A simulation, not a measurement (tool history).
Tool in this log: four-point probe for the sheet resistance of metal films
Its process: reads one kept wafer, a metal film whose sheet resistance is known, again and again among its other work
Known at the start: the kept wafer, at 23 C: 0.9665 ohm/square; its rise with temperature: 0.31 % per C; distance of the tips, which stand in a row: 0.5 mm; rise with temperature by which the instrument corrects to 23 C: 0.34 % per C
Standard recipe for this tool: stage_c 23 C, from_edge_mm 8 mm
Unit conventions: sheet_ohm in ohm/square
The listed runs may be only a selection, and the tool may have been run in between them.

| run | hour | stage_c | from_edge_mm | sheet_ohm |
|---|---|---|---|---|
| 1 | 0.0 | 23 | 8 | 0.968684 |
| 2 | 39.7 | 23 | 8 | 0.968428 |
| 3 | 69.4 | 23 | 8 | 0.968425 |
| 4 | 93.8 | 23 | 8 | 0.968376 |
| 5 | 131.3 | 23 | 8 | 0.968508 |
| 6 | 151.5 | 35 | 8 | 0.964935 |
| 7 | 173.4 | 35 | 8 | 0.964793 |
| 8 | 212.3 | 35 | 8 | 0.964826 |
| 9 | 250.8 | 35 | 8 | 0.964886 |
| 10 | 270.2 | 23 | 8 | 0.968195 |
| 11 | 309.6 | 23 | 8 | 0.968748 |
| 12 | 334.0 | 23 | 8 | 0.968321 |
| 13 | 367.7 | 27 | 8 | 0.967272 |
| 14 | 397.6 | 27 | 8 | 0.967251 |
| 15 | 419.1 | 27 | 8 | 0.967105 |
| 16 | 460.2 | 27 | 8 | 0.967153 |
| 17 | 489.9 | 27 | 15 | 0.965839 |
| 18 | 517.3 | 28 | 8 | 0.967054 |
| 19 | 549.9 | 28 | 72 | 0.964864 |
| 20 | 590.0 | 28 | 72 | 0.964707 |
| 21 | 615.7 | 23 | 60 | 0.966778 |
| 22 | 639.6 | 23 | 34 | 0.966840 |
| 23 | 657.3 | 20 | 53 | 0.967456 |
| 24 | 681.7 | 32 | 5 | 0.968783 |
| 25 | 703.6 | 22 | 3 | 0.980964 |
| 26 | 736.3 | 24 | 74 | 0.966307 |
| 27 | 774.8 | 33 | 40 | 0.963289 |
| 28 | 796.8 | 33 | 40 | 0.963362 |
| 29 | 835.5 | 29 | 10 | 0.966181 |
| 30 | 861.2 | 33 | 15 | 0.964275 |
| 31 | 893.6 | 34 | 66 | 0.963036 |
| 32 | 911.2 | 34 | 66 | 0.963156 |
| 33 | 935.2 | 34 | 66 | 0.962870 |
| 34 | 962.5 | 24 | 18 | 0.966647 |
| 35 | 984.1 | 21 | 8 | 0.969147 |
| 36 | 1002.7 | 29 | 36 | 0.964637 |
| 37 | 1024.9 | 29 | 36 | 0.964821 |
| 38 | 1059.7 | 31 | 4 | 0.971937 |
| 39 | 1076.5 | 35 | 3 | 0.977207 |
| 40 | 1098.7 | 35 | 33 | 0.962907 |
| 41 | 1137.9 | 32 | 19 | 0.963899 |
| 42 | 1161.3 | 32 | 19 | 0.964070 |
| 43 | 1202.1 | 32 | 7 | 0.966629 |
| 44 | 1236.2 | 30 | 64 | 0.964366 |

Alternative continuations, all from the tool just after run 44; predict every row:
| A | 1254.8 | 22 | 11 | ? |
| B | 1254.8 | 23 | 9 | ? |
| C | 1254.8 | 34 | 18 | ? |
| D | 1254.8 | 20 | 25 | ? |
| E | 1254.8 | 30 | 12 | ? |

| run | sheet_ohm |
|---|---|
| A | 0.967934 |
| B | 0.968730 |
| C | 0.963330 |
| D | 0.967321 |
| E | 0.965244 |
What these runs would have given with no unlogged condition in the tool:
| run | sheet_ohm |
|---|---|
| A | 0.967981 |
| B | 0.968778 |
| C | 0.963378 |
| D | 0.967368 |
| E | 0.965292 |
